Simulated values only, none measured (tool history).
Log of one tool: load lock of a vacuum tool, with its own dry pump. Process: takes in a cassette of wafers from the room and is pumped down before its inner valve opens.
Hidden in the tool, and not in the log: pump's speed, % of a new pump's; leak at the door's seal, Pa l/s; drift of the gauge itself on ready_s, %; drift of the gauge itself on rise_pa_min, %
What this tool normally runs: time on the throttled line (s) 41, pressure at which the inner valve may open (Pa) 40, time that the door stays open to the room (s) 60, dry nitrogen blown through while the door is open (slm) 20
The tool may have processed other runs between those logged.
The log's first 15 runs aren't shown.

run,day,time on the throttled line (s),pressure at which the inner valve may open (Pa),time that the door stays open to the room (s),dry nitrogen blown through while the door is open (slm),hours that the pump has run since its overhaul,times that the door has closed on its seal,"incoming humidity of the room's air, %",time from the closed door until the inner valve may open (s),rise of the pressure with all valves shut (Pa/min)
16,121.162,41,40,235,20,1619,32664,48.4,82.6,0.178
17,128.183,41,40,235,20,1788,33207,45.5,83.5,0.182
18,138.246,41,40,235,20,2029,33985,44.8,81.6,0.182
19,145.671,41,40,235,20,2207,34559,39.6,83.2,0.184
20,152.554,67,40,129,20,2372,35091,42.5,101.9,0.177
21,158.662,67,40,129,20,2519,35564,46.6,102.5,0.188
22,166.667,41,54,60,14,2711,36183,43.8,80.8,0.171
23,170.967,41,37,66,20,2814,36515,43.5,83.3,0.175
24,180.038,41,40,60,13,3032,37216,39.6,84,0.184
25,185.346,41,40,60,13,3159,37627,44.2,84,0.188
26,193.862,26,55,71,6,3364,38285,45.9,70.8,0.21
27,199.858,26,55,71,6,3508,38749,43.2,70.3,0.204
28,206.654,41,41,29,20,3671,39274,46.9,82.6,0.186
29,216.171,55,40,34,20,3899,40010,45.7,94.4,0.202
30,226.371,29,40,66,20,4144,40799,46.4,76.1,0.205
31,232.829,72,40,224,20,4299,41298,44.8,106.2,0.222
32,243.146,41,40,93,20,4547,42096,46.1,84.6,0.219
33,248.738,48,80,49,20,4681,42528,48.9,84.3,0.22
34,253.508,41,40,60,20,4795,42897,44.3,84.7,0.225
35,261.829,30,40,60,13,4995,43540,41.9,77.9,0.232
36,269.267,30,40,60,13,5173,44115,46.7,76.6,0.239

Forecast each of these 4 alternatives for the next run:
A,278.112,30,40,60,18,5386,44799,47.4,?,?
B,278.112,67,51,60,20,5386,44799,40.4,?,?
C,278.112,60,79,60,25,5386,44799,49.1,?,?
D,278.112,41,80,60,7,5386,44799,49.8,?,?

run,time from the closed door until the inner valve may open (s),rise of the pressure with all valves shut (Pa/min)
A,77.5,0.239
B,102.9,0.233
C,95,0.237
D,80.3,0.247
Without the tool's hidden state the same runs would have given:
run,time from the closed door until the inner valve may open (s),rise of the pressure with all valves shut (Pa/min)
A,72.6,0.028
B,99.2,0.02
C,91.4,0.02
D,76.2,0.035
